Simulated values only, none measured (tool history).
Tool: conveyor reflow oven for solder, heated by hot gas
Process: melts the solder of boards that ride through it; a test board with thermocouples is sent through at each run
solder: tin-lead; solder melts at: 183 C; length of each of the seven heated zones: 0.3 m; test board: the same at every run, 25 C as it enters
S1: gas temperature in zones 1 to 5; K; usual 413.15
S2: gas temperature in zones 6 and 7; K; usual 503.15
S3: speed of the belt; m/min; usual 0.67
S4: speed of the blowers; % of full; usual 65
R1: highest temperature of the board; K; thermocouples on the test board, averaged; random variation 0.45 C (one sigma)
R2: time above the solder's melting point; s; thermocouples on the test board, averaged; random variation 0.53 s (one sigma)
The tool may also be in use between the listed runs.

| run | hour | S1 | S2 | S3 | S4 | R1 | R2 |
|---|---|---|---|---|---|---|---|
| 1 | 0 | 413.15 | 503.15 | 0.67 | 65 | 476.85 | 29.4 |
| 2 | 31 | 413.15 | 503.15 | 0.67 | 66 | 476.25 | 30.4 |
| 3 | 58.7 | 413.15 | 503.15 | 0.67 | 66 | 476.15 | 30.1 |
| 4 | 77.7 | 413.15 | 503.15 | 0.67 | 66 | 476.95 | 29.7 |
| 5 | 93.8 | 413.15 | 503.15 | 0.67 | 66 | 476.45 | 29.3 |
| 6 | 128.7 | 413.15 | 503.15 | 0.67 | 66 | 475.65 | 28.9 |
| 7 | 166.5 | 413.15 | 503.15 | 0.67 | 69 | 476.75 | 29.8 |
| 8 | 200.6 | 413.15 | 503.15 | 0.67 | 69 | 476.25 | 29.4 |
| 9 | 235.7 | 413.15 | 503.15 | 0.67 | 69 | 476.65 | 28.9 |
| 10 | 252.9 | 413.15 | 503.15 | 0.67 | 69 | 475.75 | 28.7 |
| 11 | 274.7 | 413.15 | 503.15 | 0.67 | 69 | 476.05 | 28.7 |
| 12 | 301.5 | 413.15 | 503.15 | 0.769 | 65 | 467.95 | 17.4 |
|  | 308.2 | flux residue cleaned out of gas plates and filters |
| 13 | 340.7 | 399.15 | 513.15 | 0.628 | 52 | 474.05 | 24.7 |
| 14 | 373.2 | 418.15 | 514.15 | 0.628 | 64 | 485.35 | 40.2 |
| 15 | 409.9 | 418.15 | 514.15 | 0.628 | 64 | 484.85 | 40.6 |
| 16 | 432.2 | 415.15 | 514.15 | 0.628 | 64 | 484.45 | 38.3 |
| 17 | 466.2 | 411.15 | 503.15 | 0.554 | 53 | 475.25 | 32.9 |
| 18 | 504.6 | 411.15 | 503.15 | 0.554 | 53 | 474.05 | 32.1 |

The next listed run, before its measurement:
| 19 | 534.4 | 411.15 | 503.15 | 0.554 | 53 | ? | ? |

R1: 474.45 K
R2: 32.7 s
Without the tool's hidden state the same run would have given R1 480.55 K, R2 39.7 s.

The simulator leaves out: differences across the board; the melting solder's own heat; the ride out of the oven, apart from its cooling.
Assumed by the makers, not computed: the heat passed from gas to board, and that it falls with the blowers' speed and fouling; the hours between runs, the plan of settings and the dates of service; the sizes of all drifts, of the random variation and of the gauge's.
